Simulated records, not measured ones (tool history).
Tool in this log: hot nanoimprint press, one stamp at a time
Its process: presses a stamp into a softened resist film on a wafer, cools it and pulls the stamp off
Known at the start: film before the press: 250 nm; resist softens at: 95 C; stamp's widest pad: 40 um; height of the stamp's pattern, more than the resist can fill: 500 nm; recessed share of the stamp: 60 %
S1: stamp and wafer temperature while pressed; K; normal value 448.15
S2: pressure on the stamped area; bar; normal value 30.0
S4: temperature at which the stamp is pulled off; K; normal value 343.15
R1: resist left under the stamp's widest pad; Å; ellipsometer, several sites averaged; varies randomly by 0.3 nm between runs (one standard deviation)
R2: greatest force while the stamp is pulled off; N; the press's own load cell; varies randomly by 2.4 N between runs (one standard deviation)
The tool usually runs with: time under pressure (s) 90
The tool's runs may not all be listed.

{"run": 1, "hour": 0.0, "S1": 448.15, "S2": 30.0, "time under pressure (s)": 90, "S4": 343.15, "R1": 1444, "R2": 105}
{"run": 2, "hour": 15.6, "S1": 448.15, "S2": 30.0, "time under pressure (s)": 90, "S4": 343.15, "R1": 1444, "R2": 105}
{"run": 3, "hour": 33.4, "S1": 448.15, "S2": 30.0, "time under pressure (s)": 90, "S4": 343.15, "R1": 1443, "R2": 106}
{"run": 4, "hour": 43.1, "S1": 448.15, "S2": 30.0, "time under pressure (s)": 90, "S4": 343.15, "R1": 1445, "R2": 107}
{"run": 5, "hour": 57.6, "S1": 448.15, "S2": 30.0, "time under pressure (s)": 90, "S4": 343.15, "R1": 1442, "R2": 105}
{"run": 6, "hour": 73.0, "S1": 448.15, "S2": 30.0, "time under pressure (s)": 90, "S4": 343.15, "R1": 1442, "R2": 111}
{"run": 7, "hour": 82.4, "S1": 448.15, "S2": 30.0, "time under pressure (s)": 90, "S4": 343.15, "R1": 1439, "R2": 109}
{"run": 8, "hour": 90.6, "S1": 448.15, "S2": 30.0, "time under pressure (s)": 90, "S4": 343.15, "R1": 1441, "R2": 109}
{"run": 9, "hour": 107.5, "S1": 448.15, "S2": 30.0, "time under pressure (s)": 90, "S4": 343.15, "R1": 1439, "R2": 104}
{"run": 10, "hour": 124.6, "S1": 448.15, "S2": 30.0, "time under pressure (s)": 90, "S4": 343.15, "R1": 1439, "R2": 106}
{"run": 11, "hour": 134.6, "S1": 448.15, "S2": 30.0, "time under pressure (s)": 90, "S4": 343.15, "R1": 1444, "R2": 108}
{"run": 12, "hour": 146.4, "S1": 448.15, "S2": 30.0, "time under pressure (s)": 90, "S4": 343.15, "R1": 1442, "R2": 108}
{"run": 13, "hour": 162.8, "S1": 448.15, "S2": 30.0, "time under pressure (s)": 90, "S4": 343.15, "R1": 1445, "R2": 105}
{"run": 14, "hour": 179.7, "S1": 448.15, "S2": 30.0, "time under pressure (s)": 90, "S4": 347.15, "R1": 1447, "R2": 98}
{"run": 15, "hour": 188.2, "S1": 448.15, "S2": 30.0, "time under pressure (s)": 90, "S4": 347.15, "R1": 1441, "R2": 96}
{"run": 16, "hour": 197.2, "S1": 448.15, "S2": 30.0, "time under pressure (s)": 46, "S4": 343.15, "R1": 1738, "R2": 109}
{"run": 17, "hour": 211.9, "S1": 448.15, "S2": 28.8, "time under pressure (s)": 83, "S4": 343.15, "R1": 1499, "R2": 108}
{"run": 18, "hour": 220.8, "S1": 448.15, "S2": 28.8, "time under pressure (s)": 56, "S4": 343.15, "R1": 1681, "R2": 108}
{"run": 19, "hour": 232.3, "S1": 450.15, "S2": 30.1, "time under pressure (s)": 53, "S4": 349.15, "R1": 1607, "R2": 91}
{"run": 20, "hour": 250.9, "S1": 454.15, "S2": 46.4, "time under pressure (s)": 67, "S4": 344.15, "R1": 1104, "R2": 102}
{"run": 21, "hour": 263.8, "S1": 454.15, "S2": 46.4, "time under pressure (s)": 67, "S4": 344.15, "R1": 1109, "R2": 104}
{"run": 22, "hour": 274.0, "S1": 454.15, "S2": 18.2, "time under pressure (s)": 67, "S4": 344.15, "R1": 1653, "R2": 102}
{"run": 23, "hour": 286.5, "S1": 454.15, "S2": 18.2, "time under pressure (s)": 67, "S4": 344.15, "R1": 1647, "R2": 106}
{"run": 24, "hour": 295.5, "S1": 454.15, "S2": 18.2, "time under pressure (s)": 67, "S4": 344.15, "R1": 1653, "R2": 105}
{"run": 25, "hour": 310.1, "S1": 441.15, "S2": 30.0, "time under pressure (s)": 90, "S4": 348.15, "R1": 1718, "R2": 95}
{"run": 26, "hour": 318.9, "S1": 458.15, "S2": 30.0, "time under pressure (s)": 114, "S4": 329.15, "R1": 1012, "R2": 148}
{"run": 27, "hour": 332.9, "S1": 451.15, "S2": 30.0, "time under pressure (s)": 61, "S4": 343.15, "R1": 1507, "R2": 109}
{"run": 28, "hour": 344.1, "S1": 457.15, "S2": 30.0, "time under pressure (s)": 90, "S4": 343.15, "R1": 1130, "R2": 106}
{"run": 29, "hour": 353.7, "S1": 457.15, "S2": 30.0, "time under pressure (s)": 90, "S4": 343.15, "R1": 1131, "R2": 113}

Below are 4 alternative next runs, each starting from the tool's condition after run 29. Predict each:
{"run": "A", "hour": 370.9, "S1": 448.15, "S2": 24.6, "time under pressure (s)": 145, "S4": 342.15, "R1": "?", "R2": "?"}
{"run": "B", "hour": 370.9, "S1": 448.15, "S2": 30.0, "time under pressure (s)": 90, "S4": 343.15, "R1": "?", "R2": "?"}
{"run": "C", "hour": 370.9, "S1": 457.15, "S2": 40.5, "time under pressure (s)": 66, "S4": 346.15, "R1": "?", "R2": "?"}
{"run": "D", "hour": 370.9, "S1": 458.15, "S2": 39.5, "time under pressure (s)": 90, "S4": 348.15, "R1": "?", "R2": "?"}

run=A R1=1352 R2=108
run=B R1=1443 R2=110
run=C R1=1093 R2=100
run=D R1=959 R2=98
Take away the tool's hidden state, keep each run's random variation, and the runs would have read:
run=A R1=1351 R2=108
run=B R1=1443 R2=109
run=C R1=1093 R2=100
run=D R1=959 R2=97

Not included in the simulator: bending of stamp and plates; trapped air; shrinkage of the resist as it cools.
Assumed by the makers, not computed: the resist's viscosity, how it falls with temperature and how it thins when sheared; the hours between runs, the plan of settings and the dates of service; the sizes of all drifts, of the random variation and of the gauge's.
